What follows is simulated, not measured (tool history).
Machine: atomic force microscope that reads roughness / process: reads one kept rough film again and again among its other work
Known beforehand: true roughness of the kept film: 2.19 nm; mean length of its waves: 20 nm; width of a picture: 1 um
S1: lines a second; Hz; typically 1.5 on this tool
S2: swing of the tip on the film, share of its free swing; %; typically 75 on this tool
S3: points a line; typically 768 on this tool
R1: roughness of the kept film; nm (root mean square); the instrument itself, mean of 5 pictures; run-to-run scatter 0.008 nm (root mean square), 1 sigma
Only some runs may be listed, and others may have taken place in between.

| run | hour | S1 | S2 | S3 | R1 |
|---|---|---|---|---|---|
| 1 | 0 | 1.5 | 75 | 768 | 1.68 |
| 2 | 17.3 | 1.58 | 75 | 768 | 1.564 |
| 3 | 35.4 | 1.79 | 75 | 768 | 1.444 |
| 4 | 49.9 | 1.79 | 75 | 768 | 1.395 |
| 5 | 70.6 | 1.79 | 75 | 768 | 1.301 |
|  | 78.6 | new tip fitted |
| 6 | 84.4 | 1.79 | 75 | 768 | 1.648 |
| 7 | 94.8 | 1.5 | 83 | 768 | 1.552 |
| 8 | 114.7 | 1.5 | 75 | 768 | 1.524 |
| 9 | 126.3 | 1.5 | 75 | 768 | 1.474 |
| 10 | 140.2 | 1.5 | 75 | 896 | 1.404 |
| 11 | 153.3 | 1.5 | 75 | 896 | 1.354 |
|  | 166.8 | new tip fitted |
| 12 | 168.3 | 1.5 | 75 | 262 | 1.658 |
| 13 | 178 | 1.5 | 89 | 768 | 1.492 |
| 14 | 191.1 | 1.5 | 89 | 768 | 1.438 |
| 15 | 207.5 | 1.5 | 89 | 768 | 1.364 |
| 16 | 223.2 | 1.5 | 89 | 768 | 1.298 |
| 17 | 239 | 1.5 | 89 | 768 | 1.227 |
| 18 | 249.5 | 1.5 | 89 | 768 | 1.197 |
|  | 254 | new tip fitted |
| 19 | 263.9 | 1.5 | 87 | 768 | 1.537 |
| 20 | 275.5 | 1.5 | 75 | 768 | 1.636 |
| 21 | 296.2 | 1.5 | 77 | 768 | 1.479 |
| 22 | 311.7 | 1.5 | 75 | 768 | 1.432 |
| 23 | 328.6 | 1.5 | 75 | 768 | 1.357 |
| 24 | 339.9 | 0.96 | 75 | 768 | 1.374 |
|  | 341.6 | new tip fitted |
| 25 | 349.9 | 1.5 | 75 | 861 | 1.664 |
| 26 | 369.9 | 1.5 | 75 | 861 | 1.562 |
| 27 | 388.7 | 1.71 | 65 | 457 | 1.51 |
| 28 | 397.4 | 1.87 | 63 | 562 | 1.467 |
| 29 | 413.8 | 1.5 | 59 | 768 | 1.466 |
|  | 428.9 | new tip fitted |
| 30 | 431.2 | 1.5 | 59 | 768 | 1.848 |
| 31 | 444.6 | 1.5 | 59 | 768 | 1.754 |
| 32 | 455.1 | 1.5 | 59 | 768 | 1.696 |
| 33 | 465.9 | 1.01 | 59 | 353 | 1.636 |
| 34 | 478.6 | 1.06 | 84 | 408 | 1.419 |

Estimate the outcome of run 35 from the log above:
| 35 | 499.7 | 2.58 | 75 | 419 | ? |

{"run 35": {"R1": 1.254}}
The same run, on a tool lacking any hidden state, would have yielded R1 1.598 nm (root mean square).
